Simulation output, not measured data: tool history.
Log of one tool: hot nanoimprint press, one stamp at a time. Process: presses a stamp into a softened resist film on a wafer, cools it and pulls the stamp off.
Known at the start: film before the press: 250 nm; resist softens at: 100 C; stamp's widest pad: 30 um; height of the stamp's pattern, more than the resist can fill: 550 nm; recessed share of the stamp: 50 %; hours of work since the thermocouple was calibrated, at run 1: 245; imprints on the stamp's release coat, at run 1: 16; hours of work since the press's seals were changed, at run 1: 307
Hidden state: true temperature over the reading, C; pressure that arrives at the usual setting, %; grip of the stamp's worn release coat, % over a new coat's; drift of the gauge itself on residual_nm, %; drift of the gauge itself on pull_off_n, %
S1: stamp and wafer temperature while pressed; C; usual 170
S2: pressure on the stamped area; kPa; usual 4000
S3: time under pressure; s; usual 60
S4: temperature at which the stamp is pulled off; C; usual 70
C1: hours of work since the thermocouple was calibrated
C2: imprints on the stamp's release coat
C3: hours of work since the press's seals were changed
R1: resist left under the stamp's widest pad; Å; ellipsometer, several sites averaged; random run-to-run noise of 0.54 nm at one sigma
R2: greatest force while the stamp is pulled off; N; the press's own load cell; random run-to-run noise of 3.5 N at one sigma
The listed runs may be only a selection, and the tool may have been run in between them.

run 1 hour=0.0 | S1=170 S2=4000 S3=60 S4=70 | C1=245 C2=16 C3=307 | R1=1375 R2=170
run 2 hour=30.4 | S1=170 S2=4000 S3=60 S4=70 | C1=269 C2=103 C3=331 | R1=1379 R2=173
run 3 hour=63.7 | S1=170 S2=4000 S3=34 S4=70 | C1=295 C2=198 C3=357 | R1=1646 R2=186
run 4 hour=99.7 | S1=169 S2=4000 S3=60 S4=70 | C1=323 C2=301 C3=385 | R1=1418 R2=180
run 5 hour=162.7 | S1=170 S2=4000 S3=60 S4=70 | C1=372 C2=481 C3=434 | R1=1398 R2=181
run 6 hour=194.0 | S1=170 S2=2660 S3=60 S4=70 | C1=397 C2=571 C3=459 | R1=1624 R2=196
run 7 hour=228.3 | S1=170 S2=2660 S3=60 S4=70 | C1=424 C2=669 C3=486 | R1=1623 R2=198
-- hour=261.9 plate thermocouple calibrated
run 8 hour=282.6 | S1=167 S2=4000 S3=60 S4=70 | C1=16 C2=816 C3=526 | R1=1511 R2=208
run 9 hour=340.2 | S1=170 S2=4000 S3=60 S4=69 | C1=61 C2=980 C3=571 | R1=1399 R2=220
run 10 hour=388.1 | S1=170 S2=4000 S3=60 S4=69 | C1=99 C2=1117 C3=609 | R1=1411 R2=223
run 11 hour=453.2 | S1=170 S2=4000 S3=60 S4=69 | C1=150 C2=1303 C3=660 | R1=1405 R2=230
run 12 hour=511.2 | S1=170 S2=4000 S3=60 S4=69 | C1=195 C2=1469 C3=705 | R1=1409 R2=233
-- hour=529.1 stamp cleaned and given a new release coat
-- hour=547.4 plate thermocouple calibrated, once more
run 13 hour=569.6 | S1=170 S2=4380 S3=60 S4=69 | C1=17 C2=107 C3=744 | R1=1334 R2=181
run 14 hour=602.8 | S1=170 S2=4000 S3=35 S4=70 | C1=43 C2=202 C3=770 | R1=1628 R2=174
run 15 hour=646.3 | S1=178 S2=2470 S3=113 S4=59 | C1=78 C2=327 C3=804 | R1=1093 R2=215
run 16 hour=691.0 | S1=178 S2=2470 S3=113 S4=59 | C1=113 C2=455 C3=839 | R1=1103 R2=219
run 17 hour=732.9 | S1=173 S2=3410 S3=30 S4=70 | C1=145 C2=574 C3=872 | R1=1691 R2=191
run 18 hour=783.4 | S1=173 S2=3410 S3=30 S4=70 | C1=185 C2=719 C3=912 | R1=1683 R2=201
run 19 hour=824.7 | S1=173 S2=3410 S3=30 S4=70 | C1=217 C2=837 C3=944 | R1=1684 R2=208
run 20 hour=867.7 | S1=170 S2=3060 S3=60 S4=76 | C1=251 C2=960 C3=978 | R1=1550 R2=190
run 21 hour=895.9 | S1=182 S2=4000 S3=32 S4=70 | C1=273 C2=1041 C3=1000 | R1=1293 R2=219
run 22 hour=938.1 | S1=169 S2=3770 S3=60 S4=70 | C1=306 C2=1161 C3=1033 | R1=1481 R2=213
run 23 hour=990.7 | S1=169 S2=3770 S3=60 S4=70 | C1=348 C2=1312 C3=1074 | R1=1489 R2=227
run 24 hour=1019.5 | S1=169 S2=3770 S3=60 S4=70 | C1=370 C2=1394 C3=1097 | R1=1479 R2=236
-- hour=1061.5 stamp cleaned and given a new release coat
run 25 hour=1074.9 | S1=179 S2=3770 S3=60 S4=72 | C1=409 C2=38 C3=1136 | R1=1139 R2=164
-- hour=1124.5 plate thermocouple calibrated
run 26 hour=1136.9 | S1=170 S2=3050 S3=102 S4=70 | C1=10 C2=207 C3=1182 | R1=1304 R2=178
run 27 hour=1187.8 | S1=170 S2=2800 S3=60 S4=70 | C1=50 C2=352 C3=1222 | R1=1598 R2=183

Branching from run 27: 4 alternative next runs. What would each branch give?
run A hour=1239.3 | S1=160 S2=4600 S3=60 S4=69 | C1=90 C2=500 C3=1262 | R1=? R2=?
run B hour=1239.3 | S1=170 S2=2800 S3=47 S4=70 | C1=90 C2=500 C3=1262 | R1=? R2=?
run C hour=1239.3 | S1=170 S2=4000 S3=60 S4=63 | C1=90 C2=500 C3=1262 | R1=? R2=?
run D hour=1239.3 | S1=170 S2=2470 S3=60 S4=70 | C1=90 C2=500 C3=1262 | R1=? R2=?

run=A R1=1732 R2=202
run=B R1=1698 R2=193
run=C R1=1393 R2=216
run=D R1=1666 R2=191
Without the tool's hidden state the same runs would have given:
run=A R1=1680 R2=180
run=B R1=1666 R2=171
run=C R1=1347 R2=192
run=D R1=1637 R2=170

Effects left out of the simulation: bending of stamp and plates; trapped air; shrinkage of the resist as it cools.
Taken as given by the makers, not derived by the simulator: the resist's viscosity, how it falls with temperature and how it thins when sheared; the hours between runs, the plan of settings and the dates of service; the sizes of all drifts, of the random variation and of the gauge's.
